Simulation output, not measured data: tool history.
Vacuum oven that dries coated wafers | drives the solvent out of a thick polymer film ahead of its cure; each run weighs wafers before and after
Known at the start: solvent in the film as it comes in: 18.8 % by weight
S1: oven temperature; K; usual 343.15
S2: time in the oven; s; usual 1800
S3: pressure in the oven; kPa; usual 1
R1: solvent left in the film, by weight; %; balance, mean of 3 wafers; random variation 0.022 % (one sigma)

Run 1, hour 0: usual settings. Result: R1 1.67 %.
Run 2, hour 69.3: usual settings but S1 344.15 K. Result: R1 1.44 %.
Run 3, hour 160.8: usual settings but S1 344.15 K. Result: R1 1.47 %.
Run 4, hour 237.9: usual settings. Result: R1 1.65 %.
Run 5, hour 327.4: usual settings but S2 1380 s. Result: R1 2.59 %.
Run 6, hour 383.1: usual settings. Result: R1 1.68 %.
Run 7, hour 431.5: usual settings but S2 900 s. Result: R1 4.53 %.
Run 8, hour 474.2: usual settings but S2 900 s. Result: R1 4.57 %.
Run 9, hour 526.5: usual settings but S2 900 s. Result: R1 4.58 %.
Run 10, hour 597.5: usual settings but S2 900 s. Result: R1 4.49 %.
Run 11, hour 680.6: usual settings but S2 900 s. Result: R1 4.54 %.
Run 12, hour 764.6: usual settings but S2 900 s. Result: R1 4.53 %.
Run 13, hour 844.9: usual settings but S1 337.15 K, S2 1620 s, S3 1.15 kPa. Result: R1 4.32 %.
Run 14, hour 930.2: usual settings but S1 333.15 K, S3 1.13 kPa. Result: R1 5.68 %.
Run 15, hour 1001.5: usual settings but S1 333.15 K, S3 1.13 kPa. Result: R1 5.69 %.
Run 16, hour 1050.1: usual settings but S1 333.15 K, S2 1740 s, S3 2.68 kPa. Result: R1 6.98 %.
Run 17, hour 1114.1: usual settings but S1 333.15 K, S2 1740 s, S3 2.68 kPa. Result: R1 6.92 %.
Run 18, hour 1182.2: usual settings but S1 356.15 K, S2 1020 s, S3 0.74 kPa. Result: R1 0.52 %.
Run 19, hour 1253.3: usual settings but S1 356.15 K, S3 1.35 kPa. Result: R1 0.53 %.
Run 20, hour 1306.3: usual settings but S1 353.15 K, S2 2220 s, S3 3.24 kPa. Result: R1 1.39 %.
Run 21, hour 1357.1: usual settings but S1 353.15 K, S2 2220 s, S3 3.24 kPa. Result: R1 1.37 %.
Run 22, hour 1435.8: usual settings but S1 348.15 K, S2 1020 s, S3 2.21 kPa. Result: R1 2.67 %.
Run 23, hour 1497.9: usual settings but S1 348.15 K, S2 1020 s, S3 2.21 kPa. Result: R1 2.69 %.

Not shown: 1 entry that the log had between the listed runs. Between which runs, and how does the tool's hidden state differ before and after?
Between runs 11 and 12: vacuum gauge cleaned of residue and calibrated (hour 714.2)
  true pressure over the reading, kPa: 0.005 -> 0
